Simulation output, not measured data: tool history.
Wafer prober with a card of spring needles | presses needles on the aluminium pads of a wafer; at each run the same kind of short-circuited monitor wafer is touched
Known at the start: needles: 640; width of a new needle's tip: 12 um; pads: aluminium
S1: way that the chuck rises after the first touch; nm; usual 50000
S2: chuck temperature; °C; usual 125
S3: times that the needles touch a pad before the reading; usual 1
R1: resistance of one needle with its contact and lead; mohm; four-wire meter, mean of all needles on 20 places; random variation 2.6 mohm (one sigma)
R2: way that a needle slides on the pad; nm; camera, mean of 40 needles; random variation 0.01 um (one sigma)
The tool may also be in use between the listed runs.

run 1 day=0.000 | S1=50000 S2=125 S3=1 | R1=296 R2=9260
-- day=0.233 tips cleaned on abrasive film
-- day=0.929 tips cleaned on abrasive film
run 2 day=1.208 | S1=32000 S2=125 S3=1 | R1=313 R2=5910
-- day=1.658 tips cleaned on abrasive film
-- day=2.383 tips cleaned on abrasive film
run 3 day=2.512 | S1=50000 S2=125 S3=1 | R1=299 R2=9230
-- day=3.092 tips cleaned on abrasive film
run 4 day=3.717 | S1=50000 S2=125 S3=3 | R1=299 R2=9200
-- day=3.833 tips cleaned on abrasive film
-- day=4.542 tips cleaned on abrasive film
run 5 day=5.054 | S1=50000 S2=125 S3=3 | R1=300 R2=9190
-- day=5.283 tips cleaned on abrasive film
-- day=5.762 height of the first contact set anew
run 6 day=5.896 | S1=50000 S2=125 S3=3 | R1=301 R2=9200
-- day=5.971 tips cleaned on abrasive film
-- day=6.733 tips cleaned on abrasive film
run 7 day=6.846 | S1=50000 S2=125 S3=3 | R1=300 R2=9180
-- day=7.404 tips cleaned on abrasive film
run 8 day=7.933 | S1=50000 S2=125 S3=1 | R1=295 R2=9180
-- day=8.108 tips cleaned on abrasive film
run 9 day=8.733 | S1=50000 S2=31 S3=1 | R1=267 R2=9160
-- day=8.804 tips cleaned on abrasive film
-- day=9.500 tips cleaned on abrasive film
run 10 day=9.500 | S1=61000 S2=31 S3=1 | R1=264 R2=11170
-- day=10.208 tips cleaned on abrasive film
run 11 day=10.208 | S1=61000 S2=31 S3=1 | R1=260 R2=11170
-- day=10.971 tips cleaned on abrasive film
run 12 day=11.121 | S1=50000 S2=125 S3=1 | R1=300 R2=9150
-- day=11.671 tips cleaned on abrasive film
run 13 day=11.954 | S1=50000 S2=125 S3=1 | R1=297 R2=9130
-- day=12.408 tips cleaned on abrasive film
run 14 day=12.829 | S1=50000 S2=125 S3=1 | R1=299 R2=9120
-- day=13.158 tips cleaned on abrasive film
-- day=13.171 height of the first contact set anew
run 15 day=13.775 | S1=50000 S2=125 S3=1 | R1=296 R2=9110
-- day=13.838 tips cleaned on abrasive film
-- day=14.512 tips cleaned on abrasive film
run 16 day=14.512 | S1=50000 S2=125 S3=1 | R1=300 R2=9120
-- day=15.246 tips cleaned on abrasive film
run 17 day=15.558 | S1=50000 S2=71 S3=1 | R1=280 R2=9100
-- day=15.933 tips cleaned on abrasive film
run 18 day=16.267 | S1=50000 S2=71 S3=1 | R1=282 R2=9100
-- day=16.683 tips cleaned on abrasive film
-- day=17.192 gauge calibrated
-- day=17.396 tips cleaned on abrasive film
run 19 day=17.521 | S1=50000 S2=71 S3=1 | R1=277 R2=9240
-- day=18.158 tips cleaned on abrasive film
run 20 day=18.421 | S1=31000 S2=125 S3=3 | R1=320 R2=5720
-- day=18.896 tips cleaned on abrasive film
run 21 day=19.129 | S1=36000 S2=39 S3=1 | R1=283 R2=6640
-- day=19.571 tips cleaned on abrasive film
-- day=20.242 tips cleaned on abrasive film
run 22 day=20.392 | S1=36000 S2=105 S3=1 | R1=302 R2=6640
-- day=20.562 height of the first contact set anew
-- day=20.942 tips cleaned on abrasive film
run 23 day=21.071 | S1=36000 S2=105 S3=1 | R1=303 R2=6640
-- day=21.658 tips cleaned on abrasive film
run 24 day=21.783 | S1=50000 S2=29 S3=2 | R1=266 R2=9220
-- day=22.421 tips cleaned on abrasive film
run 25 day=22.746 | S1=46000 S2=26 S3=2 | R1=269 R2=8470
-- day=23.125 tips cleaned on abrasive film
run 26 day=23.300 | S1=46000 S2=26 S3=2 | R1=265 R2=8460
-- day=23.879 tips cleaned on abrasive film
-- day=24.562 tips cleaned on abrasive film
run 27 day=24.562 | S1=62000 S2=47 S3=2 | R1=269 R2=11380
-- day=25.275 tips cleaned on abrasive film
run 28 day=25.679 | S1=42000 S2=33 S3=3 | R1=277 R2=7690
-- day=25.975 tips cleaned on abrasive film
-- day=26.658 tips cleaned on abrasive film
run 29 day=26.771 | S1=40000 S2=36 S3=2 | R1=280 R2=7310
-- day=27.362 tips cleaned on abrasive film
-- day=27.967 height of the first contact set anew
run 30 day=28.004 | S1=43000 S2=125 S3=1 | R1=299 R2=7880
-- day=28.083 tips cleaned on abrasive film
-- day=28.808 tips cleaned on abrasive film
run 31 day=29.017 | S1=33000 S2=125 S3=1 | R1=307 R2=6040

4 ways to go on from here, each from the tool as it stands after run 31. What would each give?
-- day=29.538 tips cleaned on abrasive film
run A day=30.067 | S1=50000 S2=82 S3=3 | R1=? R2=?
-- day=29.538 tips cleaned on abrasive film
run B day=30.067 | S1=50000 S2=68 S3=1 | R1=? R2=?
-- day=29.538 tips cleaned on abrasive film
run C day=30.067 | S1=33000 S2=29 S3=3 | R1=? R2=?
-- day=29.538 tips cleaned on abrasive film
run D day=30.067 | S1=34000 S2=66 S3=1 | R1=? R2=?

run=A R1=283 R2=9140
run=B R1=281 R2=9140
run=C R1=280 R2=6030
run=D R1=292 R2=6210
Without the tool's hidden state the same runs would have given:
run=A R1=282 R2=9260
run=B R1=280 R2=9260
run=C R1=279 R2=6110
run=D R1=290 R2=6290

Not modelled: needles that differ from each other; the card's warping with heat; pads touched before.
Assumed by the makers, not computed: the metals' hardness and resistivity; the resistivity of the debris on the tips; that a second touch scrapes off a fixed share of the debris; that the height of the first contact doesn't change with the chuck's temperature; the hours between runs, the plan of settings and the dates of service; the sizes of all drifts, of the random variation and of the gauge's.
